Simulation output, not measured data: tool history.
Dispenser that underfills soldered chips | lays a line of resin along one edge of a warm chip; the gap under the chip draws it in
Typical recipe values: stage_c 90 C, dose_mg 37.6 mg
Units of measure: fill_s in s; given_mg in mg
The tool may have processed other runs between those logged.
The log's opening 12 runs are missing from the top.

run	hour	stage_c	dose_mg	fill_s	given_mg
# hour 98.9: new syringe of resin
13	100.8	90	37.6	88.7	35.66
14	106.7	90	37.6	119.6	35.81
# hour 110.7: new syringe of resin
15	118.5	90	37.6	122.9	35.56
# hour 123.3: new syringe of resin
16	125.6	90	37.6	91.4	35.61
# hour 128.2: dispensing valve cleaned and set on the balance
17	133.5	82	37.6	189.3	37.65
# hour 136.8: new syringe of resin
18	139.8	82	37.6	134.7	37.41
# hour 149.3: new syringe of resin
19	151.6	104	39.9	46.1	39.53
20	159.9	104	39.9	73.8	39.33
# hour 161.6: new syringe of resin
21	168.5	87	32.5	138.7	32.29
# hour 173.8: new syringe of resin
22	175.5	87	32.5	103	31.92
23	182.1	86	36.6	149.9	35.8
# hour 186: new syringe of resin
24	193.8	86	36.6	144.7	35.92
# hour 198: new syringe of resin
25	205.3	86	36.6	140.5	35.5
# hour 210.2: new syringe of resin
26	212.9	79	37.6	150.9	36.53
27	218	79	37.1	201.1	35.77
# hour 222.3: new syringe of resin
28	227.6	85	43.6	130	42.1
# hour 234.4: new syringe of resin
29	235.1	78	41.8	139.4	40.28
30	241.6	77	34.1	223.3	32.74
# hour 246.8: new syringe of resin
31	249.8	77	34.1	176.9	32.93
# hour 259: new syringe of resin
32	260.5	95	47.2	64.1	44.9
# hour 271.1: new syringe of resin
33	272	95	47.2	61.7	44.92
34	280.5	92	33.2	122.7	31.63
# hour 283.1: new syringe of resin
35	286.9	80	39.2	146.4	37.25
# hour 294.9: new syringe of resin
36	296.3	80	39.2	128.4	36.82

Branching from run 36: 3 alternative next runs. What would each branch give?
# hour 298.7: dispensing valve cleaned and set on the balance
A	304.9	76	37.6	?	?
# hour 298.7: dispensing valve cleaned and set on the balance
B	304.9	95	46.7	?	?
# hour 298.7: dispensing valve cleaned and set on the balance
C	304.9	92	39.2	?	?

run	fill_s	given_mg
A	241.5	37.63
B	94.5	46.73
C	110.7	39.44
The same runs, with their run-to-run variation unchanged, on a tool lacking any hidden condition would have given:
run	fill_s	given_mg
A	181.3	37.59
B	69.5	46.68
C	81.7	39.41
